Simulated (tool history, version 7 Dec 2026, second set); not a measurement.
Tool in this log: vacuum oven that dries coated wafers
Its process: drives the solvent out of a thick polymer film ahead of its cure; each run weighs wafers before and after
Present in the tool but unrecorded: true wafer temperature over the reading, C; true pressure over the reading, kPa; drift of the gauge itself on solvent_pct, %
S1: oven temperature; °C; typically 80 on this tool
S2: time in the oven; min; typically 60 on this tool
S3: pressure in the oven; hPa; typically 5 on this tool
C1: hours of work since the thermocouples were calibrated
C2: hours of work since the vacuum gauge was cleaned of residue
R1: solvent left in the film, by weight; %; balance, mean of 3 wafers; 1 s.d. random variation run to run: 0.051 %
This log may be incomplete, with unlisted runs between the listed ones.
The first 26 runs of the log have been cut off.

run 27 hour=621.8 | S1=80 S2=88 S3=5.39 | C1=691 C2=624 | R1=0.78
run 28 hour=641.6 | S1=90 S2=60 S3=6.34 | C1=702 C2=634 | R1=0.49
run 29 hour=657.9 | S1=90 S2=60 S3=6.34 | C1=710 C2=643 | R1=0.47
run 30 hour=686.2 | S1=91 S2=60 S3=6.38 | C1=726 C2=658 | R1=0.45
run 31 hour=704.6 | S1=76 S2=86 S3=5 | C1=735 C2=668 | R1=1.08
run 32 hour=732.2 | S1=77 S2=32 S3=3.78 | C1=750 C2=683 | R1=4.75
run 33 hour=749.2 | S1=67 S2=32 S3=14.98 | C1=759 C2=692 | R1=9.22
run 34 hour=774.3 | S1=83 S2=38 S3=11.75 | C1=773 C2=705 | R1=2.76
run 35 hour=803.2 | S1=83 S2=38 S3=15.25 | C1=788 C2=720 | R1=3.04
run 36 hour=834.1 | S1=73 S2=59 S3=6.25 | C1=804 C2=737 | R1=3.09
run 37 hour=851.9 | S1=80 S2=86 S3=19.12 | C1=814 C2=746 | R1=1.84
run 38 hour=877.9 | S1=74 S2=56 S3=8.27 | C1=828 C2=760 | R1=3.19
run 39 hour=891.5 | S1=94 S2=68 S3=7.22 | C1=835 C2=767 | R1=0.33
run 40 hour=920 | S1=66 S2=68 S3=4.16 | C1=850 C2=783 | R1=4.14
run 41 hour=933.5 | S1=66 S2=68 S3=4.16 | C1=857 C2=790 | R1=4.2
run 42 hour=957.8 | S1=66 S2=68 S3=4.16 | C1=870 C2=803 | R1=4.2
run 43 hour=971.1 | S1=66 S2=68 S3=4.16 | C1=877 C2=810 | R1=4.18
run 44 hour=1000.2 | S1=88 S2=68 S3=5.5 | C1=893 C2=825 | R1=0.56
run 45 hour=1025 | S1=88 S2=68 S3=5.5 | C1=906 C2=839 | R1=0.54
run 46 hour=1044.5 | S1=88 S2=68 S3=2.61 | C1=917 C2=849 | R1=0.34

3 options for the next run, each taken on its own from the tool as it stands now. Forecast them:
run A hour=1064.7 | S1=81 S2=38 S3=5 | C1=927 C2=860 | R1=?
run B hour=1064.7 | S1=81 S2=86 S3=4.04 | C1=927 C2=860 | R1=?
run C hour=1064.7 | S1=79 S2=68 S3=2.61 | C1=927 C2=860 | R1=?

run=A R1=3
run=B R1=0.69
run=C R1=1.14
Stripped of hidden state, with their random variation kept, the same runs would have yielded:
run=A R1=2.58
run=B R1=0.47
run=C R1=0.84

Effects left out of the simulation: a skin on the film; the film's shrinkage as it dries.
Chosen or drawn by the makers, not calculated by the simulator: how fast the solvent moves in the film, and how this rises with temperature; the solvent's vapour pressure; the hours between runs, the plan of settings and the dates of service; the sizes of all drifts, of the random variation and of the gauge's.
